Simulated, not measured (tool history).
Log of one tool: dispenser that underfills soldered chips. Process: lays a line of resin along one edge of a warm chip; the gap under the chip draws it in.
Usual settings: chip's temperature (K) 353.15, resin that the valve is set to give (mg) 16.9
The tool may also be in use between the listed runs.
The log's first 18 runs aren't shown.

run	hour	chip's temperature (K)	resin that the valve is set to give (mg)	time until the resin shows at the far edge (s)	resin that the valve gave (mg)
19	67.7	353.15	19.2	133.5	18.94
20	71.1	353.15	19.2	154.6	18.98
# hour 72: new syringe of resin
21	73.5	353.15	19.2	125.6	19.22
22	77.7	353.15	19.2	148.8	18.95
# hour 79.7: new syringe of resin
23	82.1	353.15	19.2	133.3	18.97
24	85.1	353.15	19.2	147.2	19.02
# hour 87.2: new syringe of resin
25	89	353.15	20.8	124.5	20.48
26	93	353.15	16.3	151.1	16.02
# hour 95: new syringe of resin
27	98	345.15	20.3	192.4	19.85
# hour 102.4: new syringe of resin
28	103.2	344.15	17.7	185	17.32
29	106.6	344.15	17.7	213.8	17.42
# hour 109.9: new syringe of resin
30	111.5	359.15	20.1	100.7	19.61
31	115.6	347.15	15.6	209.5	15.23
# hour 117.5: new syringe of resin
32	119.4	347.15	15.6	181.2	15.16
33	124.2	347.15	15.6	214.8	15.17
# hour 125: new syringe of resin
34	127.9	355.15	17.8	126.1	17.24
35	132	347.15	15.9	218.4	15.45

Forecast each of these 4 alternatives for the next run:
# hour 132.5: new syringe of resin
A	136.9	353.15	14.7	?	?
# hour 132.5: new syringe of resin
B	136.9	353.15	15.1	?	?
# hour 132.5: new syringe of resin
C	136.9	356.15	18.6	?	?
# hour 132.5: new syringe of resin
D	136.9	358.15	22	?	?

run	time until the resin shows at the far edge (s)	resin that the valve gave (mg)
A	153.4	13.99
B	151.1	14.49
C	124.7	17.84
D	113.6	21.24
Without the tool's hidden state the same runs would have given:
run	time until the resin shows at the far edge (s)	resin that the valve gave (mg)
A	122.1	14.54
B	120.8	15.05
C	100.5	18.53
D	92	22.07
